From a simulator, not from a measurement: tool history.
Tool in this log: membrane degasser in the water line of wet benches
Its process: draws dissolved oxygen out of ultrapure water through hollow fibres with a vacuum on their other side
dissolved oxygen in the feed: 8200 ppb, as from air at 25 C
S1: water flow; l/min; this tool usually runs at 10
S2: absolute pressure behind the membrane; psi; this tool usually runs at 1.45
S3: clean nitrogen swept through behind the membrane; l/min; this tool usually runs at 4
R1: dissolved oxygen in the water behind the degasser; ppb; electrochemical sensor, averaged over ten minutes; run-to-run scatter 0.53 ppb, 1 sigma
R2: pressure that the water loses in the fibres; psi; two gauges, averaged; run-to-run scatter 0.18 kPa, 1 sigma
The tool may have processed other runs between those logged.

{"run": 1, "day": 0.0, "S1": 10, "S2": 1.45, "S3": 4, "R1": 47.6, "R2": 5.031}
{"run": 2, "day": 12.046, "S1": 10, "S2": 2.83, "S3": 4, "R1": 106.3, "R2": 5.068}
{"run": 3, "day": 27.333, "S1": 10, "S2": 1.45, "S3": 4, "R1": 48.6, "R2": 5.123}
{"run": 4, "day": 40.467, "S1": 10, "S2": 1.6, "S3": 4, "R1": 54.9, "R2": 5.117}
{"run": 5, "day": 54.833, "S1": 10, "S2": 1.6, "S3": 11.42, "R1": 21, "R2": 5.143}
{"run": 6, "day": 62.55, "S1": 16, "S2": 1.45, "S3": 4, "R1": 84.3, "R2": 8.305}
{"run": 7, "day": 69.871, "S1": 6, "S2": 1.22, "S3": 4, "R1": 22.5, "R2": 3.134}
{"day": 79.733, "done": "vacuum gauge calibrated"}
{"run": 8, "day": 84.996, "S1": 6, "S2": 1.22, "S3": 4, "R1": 20.6, "R2": 3.095}
{"day": 89.392, "done": "seals of the vacuum lines changed"}
{"run": 9, "day": 94.229, "S1": 6, "S2": 2.71, "S3": 4, "R1": 58.6, "R2": 3.144}
{"run": 10, "day": 106.183, "S1": 11, "S2": 1.64, "S3": 2.69, "R1": 83.9, "R2": 5.712}
{"run": 11, "day": 113.162, "S1": 11, "S2": 1.64, "S3": 2.69, "R1": 84.5, "R2": 5.717}

Alternative continuations, all from the tool just after run 11; predict every row:
{"run": "A", "day": 123.733, "S1": 9, "S2": 1.64, "S3": 1.87, "R1": "?", "R2": "?"}
{"run": "B", "day": 123.733, "S1": 11, "S2": 3.03, "S3": 2.69, "R1": "?", "R2": "?"}
{"run": "C", "day": 123.733, "S1": 16, "S2": 1.45, "S3": 4, "R1": "?", "R2": "?"}

run=A R1=98.9 R2=4.702
run=B R1=180.3 R2=5.73
run=C R1=79.6 R2=8.356
Stripped of hidden state, with their random variation kept, the same runs would have yielded:
run=A R1=96.9 R2=4.453
run=B R1=177.6 R2=5.423
run=C R1=74.7 R2=7.91
